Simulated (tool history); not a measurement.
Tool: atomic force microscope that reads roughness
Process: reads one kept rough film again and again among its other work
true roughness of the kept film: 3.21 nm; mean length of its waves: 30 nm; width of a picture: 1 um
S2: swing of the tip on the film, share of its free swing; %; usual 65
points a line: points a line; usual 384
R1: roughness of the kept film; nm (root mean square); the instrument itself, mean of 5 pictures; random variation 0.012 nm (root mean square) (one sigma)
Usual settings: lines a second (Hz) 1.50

{"run": 1, "hour": 0.0, "lines a second (Hz)": 1.5, "S2": 65, "points a line": 384, "R1": 2.837}
{"run": 2, "hour": 8.7, "lines a second (Hz)": 1.5, "S2": 65, "points a line": 384, "R1": 2.825}
{"run": 3, "hour": 15.0, "lines a second (Hz)": 1.5, "S2": 65, "points a line": 384, "R1": 2.836}
{"run": 4, "hour": 24.5, "lines a second (Hz)": 1.5, "S2": 65, "points a line": 384, "R1": 2.805}
{"run": 5, "hour": 36.7, "lines a second (Hz)": 1.5, "S2": 65, "points a line": 384, "R1": 2.803}
{"run": 6, "hour": 47.2, "lines a second (Hz)": 1.5, "S2": 75, "points a line": 384, "R1": 2.68}
{"hour": 49.0, "done": "height scale calibrated on a step standard"}
{"run": 7, "hour": 59.9, "lines a second (Hz)": 1.94, "S2": 68, "points a line": 384, "R1": 2.706}
{"run": 8, "hour": 67.5, "lines a second (Hz)": 1.5, "S2": 73, "points a line": 526, "R1": 2.698}
{"hour": 76.0, "done": "height scale calibrated on a step standard, once more"}
{"run": 9, "hour": 79.7, "lines a second (Hz)": 1.5, "S2": 55, "points a line": 564, "R1": 2.769}
{"run": 10, "hour": 93.3, "lines a second (Hz)": 1.18, "S2": 58, "points a line": 384, "R1": 2.742}
{"run": 11, "hour": 99.7, "lines a second (Hz)": 1.18, "S2": 58, "points a line": 384, "R1": 2.727}
{"run": 12, "hour": 108.9, "lines a second (Hz)": 1.5, "S2": 65, "points a line": 449, "R1": 2.672}

Measured less the same run without the tool's hidden state. The same run-to-run variation is in both; the gauge's scatter may not be:
The hidden state here: radius of the tip, nm; height scale over the true one, %; drift of the gauge itself on roughness_nm, %.
run=1 R1=-0.040
run=2 R1=-0.054
run=3 R1=-0.064
run=4 R1=-0.078
run=5 R1=-0.097
run=6 R1=-0.109
run=7 R1=-0.123
run=8 R1=-0.134
run=9 R1=-0.173
run=10 R1=-0.190
run=11 R1=-0.201
run=12 R1=-0.210
